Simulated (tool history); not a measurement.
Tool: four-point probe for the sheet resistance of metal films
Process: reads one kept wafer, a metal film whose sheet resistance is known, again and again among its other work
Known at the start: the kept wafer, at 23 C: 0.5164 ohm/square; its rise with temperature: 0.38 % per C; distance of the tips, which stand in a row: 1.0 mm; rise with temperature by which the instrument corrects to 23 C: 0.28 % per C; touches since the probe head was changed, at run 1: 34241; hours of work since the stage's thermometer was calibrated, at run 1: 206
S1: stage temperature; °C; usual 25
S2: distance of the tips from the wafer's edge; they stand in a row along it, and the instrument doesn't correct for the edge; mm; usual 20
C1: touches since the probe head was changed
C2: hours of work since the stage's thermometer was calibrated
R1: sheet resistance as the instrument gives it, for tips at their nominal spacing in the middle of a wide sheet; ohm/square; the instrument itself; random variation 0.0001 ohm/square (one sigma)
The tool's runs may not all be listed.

run 1 hour=0 | S1=25 S2=20 | C1=34241 C2=206 | R1=0.516692
run 2 hour=23.5 | S1=25 S2=20 | C1=35043 C2=219 | R1=0.516437
run 3 hour=35.4 | S1=25 S2=20 | C1=35451 C2=225 | R1=0.51662
run 4 hour=54.4 | S1=25 S2=9 | C1=36099 C2=235 | R1=0.519258
run 5 hour=73.2 | S1=25 S2=9 | C1=36740 C2=246 | R1=0.519294
run 6 hour=96.9 | S1=25 S2=9 | C1=37550 C2=258 | R1=0.519095
run 7 hour=116.5 | S1=25 S2=9 | C1=38218 C2=269 | R1=0.519032
run 8 hour=130.2 | S1=25 S2=64 | C1=38687 C2=276 | R1=0.515812
run 9 hour=154.5 | S1=25 S2=64 | C1=39516 C2=289 | R1=0.51574
run 10 hour=167 | S1=25 S2=64 | C1=39941 C2=296 | R1=0.51587
run 11 hour=181.2 | S1=23 S2=43 | C1=40429 C2=304 | R1=0.514851
run 12 hour=202.1 | S1=25 S2=4 | C1=41142 C2=315 | R1=0.532277
run 13 hour=217.9 | S1=30 S2=34 | C1=41681 C2=323 | R1=0.518575
run 14 hour=238.3 | S1=21 S2=6 | C1=42378 C2=334 | R1=0.521283
run 15 hour=250.8 | S1=34 S2=49 | C1=42804 C2=341 | R1=0.520143
run 16 hour=268.1 | S1=25 S2=10 | C1=43395 C2=350 | R1=0.518342
run 17 hour=289.3 | S1=33 S2=29 | C1=44120 C2=362 | R1=0.519831
run 18 hour=313.6 | S1=34 S2=9 | C1=44947 C2=375 | R1=0.523605
run 19 hour=325.6 | S1=25 S2=12 | C1=45357 C2=381 | R1=0.51741

3 ways to go on from here, each from the tool as it stands after run 19. What would each give?
run A hour=339 | S1=27 S2=8 | C1=45815 C2=388 | R1=?
run B hour=339 | S1=25 S2=8 | C1=45815 C2=388 | R1=?
run C hour=339 | S1=25 S2=11 | C1=45815 C2=388 | R1=?

run=A R1=0.52069
run=B R1=0.519925
run=C R1=0.517694
Without the tool's hidden state the same runs would have given:
run=A R1=0.522596
run=B R1=0.521827
run=C R1=0.519589
